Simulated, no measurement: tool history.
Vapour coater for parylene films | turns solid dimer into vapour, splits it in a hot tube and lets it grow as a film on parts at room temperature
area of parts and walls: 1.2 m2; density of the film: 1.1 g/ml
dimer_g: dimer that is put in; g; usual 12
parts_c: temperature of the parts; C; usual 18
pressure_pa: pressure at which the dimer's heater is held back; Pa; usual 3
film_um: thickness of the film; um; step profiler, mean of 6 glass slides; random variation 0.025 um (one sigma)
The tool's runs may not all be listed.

{"run": 1, "day": 0.0, "dimer_g": 12, "parts_c": 18, "pressure_pa": 3, "film_um": 5.29}
{"run": 2, "day": 2.45, "dimer_g": 12, "parts_c": 23, "pressure_pa": 3, "film_um": 4.51}
{"run": 3, "day": 3.55, "dimer_g": 12, "parts_c": 23, "pressure_pa": 3, "film_um": 4.52}
{"run": 4, "day": 5.633, "dimer_g": 12, "parts_c": 23, "pressure_pa": 3, "film_um": 4.51}
{"run": 5, "day": 6.688, "dimer_g": 5, "parts_c": 18, "pressure_pa": 3, "film_um": 2.22}
{"run": 6, "day": 8.496, "dimer_g": 5, "parts_c": 18, "pressure_pa": 3, "film_um": 2.21}
{"run": 7, "day": 9.642, "dimer_g": 6, "parts_c": 19, "pressure_pa": 3, "film_um": 2.58}
{"run": 8, "day": 11.583, "dimer_g": 6, "parts_c": 19, "pressure_pa": 3, "film_um": 2.59}
{"run": 9, "day": 12.7, "dimer_g": 10, "parts_c": 27, "pressure_pa": 3, "film_um": 3.33}
{"run": 10, "day": 13.804, "dimer_g": 10, "parts_c": 18, "pressure_pa": 4.99, "film_um": 4.09}

Not shown: 1 entry that the log had between the listed runs. Between which runs, and how does the tool's hidden state differ before and after?
Between runs 1 and 2: trap's valve overhauled (day 1.654)
  vapour lost through the trap's worn valve, %: 0.4 -> 0; drift of the gauge itself on film_um, %: 0 -> 0.12
  measured less the result without the state, film_um: -0.02 -> +0 um

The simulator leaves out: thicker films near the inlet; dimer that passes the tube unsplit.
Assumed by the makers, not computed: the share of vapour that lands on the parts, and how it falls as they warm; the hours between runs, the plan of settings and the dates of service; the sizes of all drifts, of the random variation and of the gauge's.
